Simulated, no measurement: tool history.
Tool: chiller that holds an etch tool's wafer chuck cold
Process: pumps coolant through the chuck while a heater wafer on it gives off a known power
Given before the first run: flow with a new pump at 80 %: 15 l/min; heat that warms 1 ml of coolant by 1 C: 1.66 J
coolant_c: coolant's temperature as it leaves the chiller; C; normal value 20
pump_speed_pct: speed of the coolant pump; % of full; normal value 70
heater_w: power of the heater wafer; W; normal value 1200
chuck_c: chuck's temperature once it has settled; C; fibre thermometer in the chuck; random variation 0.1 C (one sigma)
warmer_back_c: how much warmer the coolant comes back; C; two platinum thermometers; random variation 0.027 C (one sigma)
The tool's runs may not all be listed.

run      day  coolant_c  pump_speed_pct  heater_w  chuck_c  warmer_back_c
  1        0         20              70      1200     37.8           3.42
  2    6.017         20              70      1200     37.6           3.43
  3    9.333         15              70      1200     32.6           3.39
  4   12.862         15              70      1200     32.9           3.42
  5   18.112         15              70      1200     32.9           3.43
  6   23.683         15              70      1200     33.1           3.49
      26.529  -- chiller's thermometer calibrated
  7   29.958         15              70       970     29.4           2.81
  8   34.112         13              70      1200     30.7            3.4
  9   37.879         13              70      1200     30.7           3.47
 10   43.162         13              70      1200     30.8           3.43
 11   48.679         13              70      1200     30.7           3.41
 12   52.254         18              70      1200     35.9           3.43
 13   58.562         20              70      1200       38           3.49
 14   62.362         19              70      1200       37           3.47
 15   66.212         20              85      1200     35.9           2.75
 16   69.512         20              85      1200     35.9           2.79
 17   74.762         20              70       656     29.9           1.93
 18   78.233         20              89       707     29.3           1.57
 19   83.892         20              89       707     29.3           1.58
 20   89.075         14              70      1200     32.4           3.52
 21   93.429         14              86      1199     30.2           2.77
 22   99.229         13              70      1200     31.5           3.48
 23  104.546         30              67      1261     49.9           3.83

Predict the results of run 24:
 24  109.608         16              70       853        ?              ?

chuck_c: 29.1 C
warmer_back_c: 2.44 C
With no hidden state in the tool, this same run would have given chuck_c 27.3 C, warmer_back_c 2.34 C.
